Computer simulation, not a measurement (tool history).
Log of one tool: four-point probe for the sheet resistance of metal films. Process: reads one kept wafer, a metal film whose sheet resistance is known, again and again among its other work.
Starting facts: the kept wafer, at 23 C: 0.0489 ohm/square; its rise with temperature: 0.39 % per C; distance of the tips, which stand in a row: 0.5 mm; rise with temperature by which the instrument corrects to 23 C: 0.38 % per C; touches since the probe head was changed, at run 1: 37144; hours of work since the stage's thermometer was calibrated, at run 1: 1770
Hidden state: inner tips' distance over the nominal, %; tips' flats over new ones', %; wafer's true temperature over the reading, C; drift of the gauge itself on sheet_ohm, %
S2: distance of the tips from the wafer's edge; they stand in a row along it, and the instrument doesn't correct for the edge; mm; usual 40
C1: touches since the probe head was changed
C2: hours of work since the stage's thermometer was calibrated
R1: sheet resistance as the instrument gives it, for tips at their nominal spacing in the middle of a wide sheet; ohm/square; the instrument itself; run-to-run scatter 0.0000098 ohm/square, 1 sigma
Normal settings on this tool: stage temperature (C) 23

{"run": 1, "hour": 0.0, "stage temperature (C)": 23, "S2": 40, "C1": 37144, "C2": 1770, "R1": 0.048879}
{"run": 2, "hour": 51.1, "stage temperature (C)": 23, "S2": 40, "C1": 39524, "C2": 1800, "R1": 0.048906}
{"run": 3, "hour": 115.8, "stage temperature (C)": 23, "S2": 4, "C1": 42533, "C2": 1839, "R1": 0.049305}
{"run": 4, "hour": 156.2, "stage temperature (C)": 23, "S2": 4, "C1": 44413, "C2": 1863, "R1": 0.049319}
{"run": 5, "hour": 208.0, "stage temperature (C)": 23, "S2": 4, "C1": 46824, "C2": 1894, "R1": 0.0493}
{"run": 6, "hour": 250.1, "stage temperature (C)": 23, "S2": 65, "C1": 48785, "C2": 1919, "R1": 0.048891}
{"run": 7, "hour": 325.8, "stage temperature (C)": 23, "S2": 65, "C1": 52308, "C2": 1964, "R1": 0.048881}
{"run": 8, "hour": 365.9, "stage temperature (C)": 26, "S2": 40, "C1": 54174, "C2": 1987, "R1": 0.04891}
{"run": 9, "hour": 429.2, "stage temperature (C)": 26, "S2": 40, "C1": 57123, "C2": 2025, "R1": 0.048912}
{"run": 10, "hour": 498.3, "stage temperature (C)": 26, "S2": 40, "C1": 60338, "C2": 2066, "R1": 0.048915}
{"run": 11, "hour": 564.3, "stage temperature (C)": 26, "S2": 40, "C1": 63413, "C2": 2105, "R1": 0.048927}
{"run": 12, "hour": 612.2, "stage temperature (C)": 23, "S2": 40, "C1": 65643, "C2": 2134, "R1": 0.048909}
{"run": 13, "hour": 666.3, "stage temperature (C)": 23, "S2": 40, "C1": 68158, "C2": 2166, "R1": 0.048888}
{"run": 14, "hour": 737.9, "stage temperature (C)": 23, "S2": 40, "C1": 71491, "C2": 2208, "R1": 0.048918}
{"run": 15, "hour": 808.7, "stage temperature (C)": 23, "S2": 40, "C1": 74787, "C2": 2250, "R1": 0.048926}
{"run": 16, "hour": 850.8, "stage temperature (C)": 23, "S2": 25, "C1": 76749, "C2": 2276, "R1": 0.048912}
{"run": 17, "hour": 911.0, "stage temperature (C)": 23, "S2": 25, "C1": 79551, "C2": 2311, "R1": 0.048911}
{"run": 18, "hour": 991.0, "stage temperature (C)": 23, "S2": 21, "C1": 83272, "C2": 2359, "R1": 0.048918}
{"run": 19, "hour": 1047.2, "stage temperature (C)": 23, "S2": 21, "C1": 85891, "C2": 2392, "R1": 0.048914}
{"run": 20, "hour": 1095.2, "stage temperature (C)": 23, "S2": 21, "C1": 88123, "C2": 2421, "R1": 0.048919}
{"run": 21, "hour": 1171.9, "stage temperature (C)": 23, "S2": 21, "C1": 91694, "C2": 2466, "R1": 0.048925}
{"run": 22, "hour": 1256.4, "stage temperature (C)": 23, "S2": 10, "C1": 95628, "C2": 2517, "R1": 0.048967}
{"run": 23, "hour": 1295.1, "stage temperature (C)": 23, "S2": 10, "C1": 97429, "C2": 2539, "R1": 0.048966}
{"run": 24, "hour": 1339.0, "stage temperature (C)": 23, "S2": 10, "C1": 99472, "C2": 2566, "R1": 0.048979}
{"hour": 1375.4, "done": "new probe head fitted"}
{"run": 25, "hour": 1381.8, "stage temperature (C)": 21, "S2": 4, "C1": 297, "C2": 2590, "R1": 0.049309}
{"hour": 1443.9, "done": "stage's thermometer calibrated"}
{"run": 26, "hour": 1464.6, "stage temperature (C)": 26, "S2": 20, "C1": 4130, "C2": 12, "R1": 0.048918}
{"run": 27, "hour": 1518.7, "stage temperature (C)": 26, "S2": 20, "C1": 6646, "C2": 44, "R1": 0.04892}
{"run": 28, "hour": 1580.8, "stage temperature (C)": 23, "S2": 37, "C1": 9537, "C2": 81, "R1": 0.048899}
{"run": 29, "hour": 1662.9, "stage temperature (C)": 22, "S2": 37, "C1": 13362, "C2": 130, "R1": 0.048915}
{"run": 30, "hour": 1715.5, "stage temperature (C)": 22, "S2": 37, "C1": 15809, "C2": 161, "R1": 0.048906}
{"run": 31, "hour": 1785.0, "stage temperature (C)": 22, "S2": 20, "C1": 19042, "C2": 203, "R1": 0.048909}
{"run": 32, "hour": 1854.5, "stage temperature (C)": 22, "S2": 20, "C1": 22278, "C2": 244, "R1": 0.04893}
{"run": 33, "hour": 1896.0, "stage temperature (C)": 23, "S2": 10, "C1": 24212, "C2": 269, "R1": 0.048969}
{"run": 34, "hour": 1951.1, "stage temperature (C)": 32, "S2": 40, "C1": 26776, "C2": 301, "R1": 0.048943}
{"run": 35, "hour": 2012.0, "stage temperature (C)": 32, "S2": 40, "C1": 29611, "C2": 338, "R1": 0.048934}
{"run": 36, "hour": 2058.0, "stage temperature (C)": 21, "S2": 32, "C1": 31750, "C2": 365, "R1": 0.048884}
{"run": 37, "hour": 2097.4, "stage temperature (C)": 21, "S2": 13, "C1": 33587, "C2": 388, "R1": 0.048935}
{"run": 38, "hour": 2184.4, "stage temperature (C)": 31, "S2": 13, "C1": 37636, "C2": 440, "R1": 0.048966}
{"run": 39, "hour": 2247.5, "stage temperature (C)": 33, "S2": 9, "C1": 40573, "C2": 477, "R1": 0.049015}
{"run": 40, "hour": 2329.3, "stage temperature (C)": 27, "S2": 72, "C1": 44381, "C2": 526, "R1": 0.048933}
{"run": 41, "hour": 2366.3, "stage temperature (C)": 27, "S2": 72, "C1": 46104, "C2": 548, "R1": 0.048924}
{"run": 42, "hour": 2427.2, "stage temperature (C)": 35, "S2": 26, "C1": 48938, "C2": 584, "R1": 0.048962}
{"run": 43, "hour": 2499.4, "stage temperature (C)": 35, "S2": 26, "C1": 52296, "C2": 627, "R1": 0.048948}
{"run": 44, "hour": 2585.8, "stage temperature (C)": 25, "S2": 14, "C1": 56320, "C2": 678, "R1": 0.048936}
{"run": 45, "hour": 2656.6, "stage temperature (C)": 31, "S2": 9, "C1": 59617, "C2": 721, "R1": 0.049006}
{"run": 46, "hour": 2701.5, "stage temperature (C)": 31, "S2": 9, "C1": 61705, "C2": 747, "R1": 0.049004}

Branching from run 46: 3 alternative next runs. What would each branch give?
{"run": "A", "hour": 2787.4, "stage temperature (C)": 23, "S2": 22, "C1": 65703, "C2": 798, "R1": "?"}
{"run": "B", "hour": 2787.4, "stage temperature (C)": 23, "S2": 18, "C1": 65703, "C2": 798, "R1": "?"}
{"run": "C", "hour": 2787.4, "stage temperature (C)": 31, "S2": 3, "C1": 65703, "C2": 798, "R1": "?"}

run=A R1=0.048924
run=B R1=0.048936
run=C R1=0.049643
Without the tool's hidden state the same runs would have given:
run=A R1=0.048922
run=B R1=0.048935
run=C R1=0.049641

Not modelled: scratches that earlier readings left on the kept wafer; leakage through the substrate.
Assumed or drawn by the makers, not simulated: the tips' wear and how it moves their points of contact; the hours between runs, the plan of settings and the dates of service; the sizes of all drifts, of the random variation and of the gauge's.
